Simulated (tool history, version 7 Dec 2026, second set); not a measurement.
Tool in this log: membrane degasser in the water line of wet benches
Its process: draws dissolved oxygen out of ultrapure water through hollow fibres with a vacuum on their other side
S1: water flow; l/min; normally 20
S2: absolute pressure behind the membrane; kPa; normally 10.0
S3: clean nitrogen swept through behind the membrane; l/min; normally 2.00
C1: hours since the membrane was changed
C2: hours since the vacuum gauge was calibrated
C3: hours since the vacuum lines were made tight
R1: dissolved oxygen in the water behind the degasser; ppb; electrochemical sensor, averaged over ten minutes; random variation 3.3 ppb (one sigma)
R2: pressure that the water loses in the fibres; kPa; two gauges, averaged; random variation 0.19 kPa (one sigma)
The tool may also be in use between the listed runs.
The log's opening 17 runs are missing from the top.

{"run": 18, "hour": 724.2, "S1": 18, "S2": 16.0, "S3": 2.29, "C1": 2438, "C2": 582, "C3": 1842, "R1": 389.1, "R2": 37.2}
{"run": 19, "hour": 775.4, "S1": 25, "S2": 18.3, "S3": 1.93, "C1": 2489, "C2": 633, "C3": 1893, "R1": 652.9, "R2": 52.03}
{"run": 20, "hour": 818.7, "S1": 22, "S2": 19.5, "S3": 4.84, "C1": 2533, "C2": 677, "C3": 1937, "R1": 372.3, "R2": 45.78}
{"run": 21, "hour": 864.4, "S1": 22, "S2": 24.0, "S3": 4.84, "C1": 2578, "C2": 723, "C3": 1982, "R1": 416.3, "R2": 45.9}
{"run": 22, "hour": 912.0, "S1": 20, "S2": 11.1, "S3": 1.36, "C1": 2626, "C2": 770, "C3": 2030, "R1": 444.3, "R2": 41.49}
{"run": 23, "hour": 958.5, "S1": 20, "S2": 7.0, "S3": 2.36, "C1": 2672, "C2": 817, "C3": 2076, "R1": 263.6, "R2": 42.13}
{"run": 24, "hour": 1009.1, "S1": 31, "S2": 24.2, "S3": 2.44, "C1": 2723, "C2": 867, "C3": 2127, "R1": 854.2, "R2": 64.84}
{"run": 25, "hour": 1063.0, "S1": 31, "S2": 24.2, "S3": 2.44, "C1": 2777, "C2": 921, "C3": 2181, "R1": 841.3, "R2": 64.67}
{"run": 26, "hour": 1090.1, "S1": 12, "S2": 10.0, "S3": 2.0, "C1": 2804, "C2": 948, "C3": 2208, "R1": 191.4, "R2": 25.09}
{"run": 27, "hour": 1138.2, "S1": 20, "S2": 17.2, "S3": 4.74, "C1": 2852, "C2": 996, "C3": 2256, "R1": 323.7, "R2": 41.79}
{"run": 28, "hour": 1169.0, "S1": 20, "S2": 17.2, "S3": 3.76, "C1": 2883, "C2": 1027, "C3": 2287, "R1": 360.5, "R2": 41.8}
{"run": 29, "hour": 1214.1, "S1": 14, "S2": 7.5, "S3": 0.81, "C1": 2928, "C2": 1072, "C3": 2332, "R1": 281.0, "R2": 29.56}
{"run": 30, "hour": 1267.9, "S1": 28, "S2": 10.0, "S3": 2.0, "C1": 2982, "C2": 1126, "C3": 2386, "R1": 472.0, "R2": 58.72}
{"run": 31, "hour": 1299.5, "S1": 20, "S2": 10.0, "S3": 1.9, "C1": 3013, "C2": 1158, "C3": 2417, "R1": 349.8, "R2": 41.98}
{"run": 32, "hour": 1359.6, "S1": 20, "S2": 10.0, "S3": 1.9, "C1": 3074, "C2": 1218, "C3": 2477, "R1": 354.8, "R2": 42.02}
{"run": 33, "hour": 1386.4, "S1": 15, "S2": 10.1, "S3": 2.0, "C1": 3100, "C2": 1244, "C3": 2504, "R1": 252.1, "R2": 31.44}

What if the next run were any one of these 3? Each begins from the tool's condition after run 33:
{"run": "A", "hour": 1414.7, "S1": 15, "S2": 10.1, "S3": 1.3, "C1": 3129, "C2": 1273, "C3": 2532, "R1": "?", "R2": "?"}
{"run": "B", "hour": 1414.7, "S1": 20, "S2": 10.0, "S3": 3.01, "C1": 3129, "C2": 1273, "C3": 2532, "R1": "?", "R2": "?"}
{"run": "C", "hour": 1414.7, "S1": 15, "S2": 9.5, "S3": 2.0, "C1": 3129, "C2": 1273, "C3": 2532, "R1": "?", "R2": "?"}

run=A R1=313.6 R2=31.44
run=B R1=290.5 R2=41.71
run=C R1=239.8 R2=31.42
What these runs would have given with no unlogged condition in the tool:
run=A R1=298.0 R2=30.70
run=B R1=272.7 R2=40.72
run=C R1=225.3 R2=30.68
